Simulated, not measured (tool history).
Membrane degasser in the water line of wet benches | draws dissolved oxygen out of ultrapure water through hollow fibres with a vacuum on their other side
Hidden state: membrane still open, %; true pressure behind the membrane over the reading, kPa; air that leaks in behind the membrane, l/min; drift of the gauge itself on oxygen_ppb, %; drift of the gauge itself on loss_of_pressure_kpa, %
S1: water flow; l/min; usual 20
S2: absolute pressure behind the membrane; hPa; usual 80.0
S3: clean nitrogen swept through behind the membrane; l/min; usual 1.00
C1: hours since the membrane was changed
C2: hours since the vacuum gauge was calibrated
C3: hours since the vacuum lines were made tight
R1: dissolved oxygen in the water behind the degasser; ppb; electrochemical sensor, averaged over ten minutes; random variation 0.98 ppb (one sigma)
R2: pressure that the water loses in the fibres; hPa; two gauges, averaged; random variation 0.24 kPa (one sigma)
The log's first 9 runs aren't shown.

run	hour	S1	S2	S3	C1	C2	C3	R1	R2
10	505.8	20	80.0	1.00	3716	1567	3482	217.6	615.2
11	543.2	20	80.0	1.00	3753	1604	3519	216.2	613.3
12	620.8	20	80.0	1.00	3831	1682	3597	217.9	611.0
13	661.8	20	80.0	1.00	3872	1723	3638	215.1	609.2
14	738.2	20	80.0	1.00	3948	1799	3714	216.4	609.8
15	790.9	20	80.0	1.00	4001	1852	3767	214.2	609.5
16	863.4	20	80.0	1.00	4073	1925	3839	216.8	602.2
17	943.5	15	150.0	0.44	4153	2005	3919	771.6	457.9
18	1004.2	15	188.3	0.87	4214	2065	3980	576.0	453.2
# hour 1040.0: gauge calibrated
19	1084.4	18	56.2	1.02	4294	2146	4060	100.4	560.4
20	1133.7	18	56.2	1.02	4344	2195	4109	101.4	556.0
21	1203.5	20	141.8	3.00	4413	2265	4179	180.9	615.6
22	1268.0	31	154.8	1.31	4478	2329	4244	614.5	953.2
23	1338.9	26	80.0	1.15	4549	2400	4315	246.9	805.3
24	1372.5	12	80.0	0.43	4582	2434	4348	279.1	371.1
25	1408.3	12	80.0	0.43	4618	2469	4384	278.5	370.7
26	1461.7	20	134.8	1.30	4672	2523	4437	355.1	615.0
27	1509.2	20	134.8	1.30	4719	2570	4485	354.6	611.0
28	1582.6	20	134.8	1.30	4793	2644	4558	358.6	615.7
29	1649.8	18	125.1	1.00	4860	2711	4626	372.1	550.5
30	1724.8	20	118.4	1.00	4935	2786	4701	382.9	614.2
31	1764.4	20	118.4	1.00	4974	2826	4740	377.3	610.5

3 ways to go on from here, each from the tool as it stands after run 31. What would each give?
A	1822.4	20	118.4	1.41	5032	2884	4798	?	?
B	1822.4	20	131.6	1.97	5032	2884	4798	?	?
C	1822.4	24	118.4	1.00	5032	2884	4798	?	?

run	R1	R2
A	283.8	609.9
B	238.2	612.4
C	443.1	729.8
Without the tool's hidden state the same runs would have given:
run	R1	R2
A	283.6	619.8
B	238.0	622.3
C	442.9	741.7
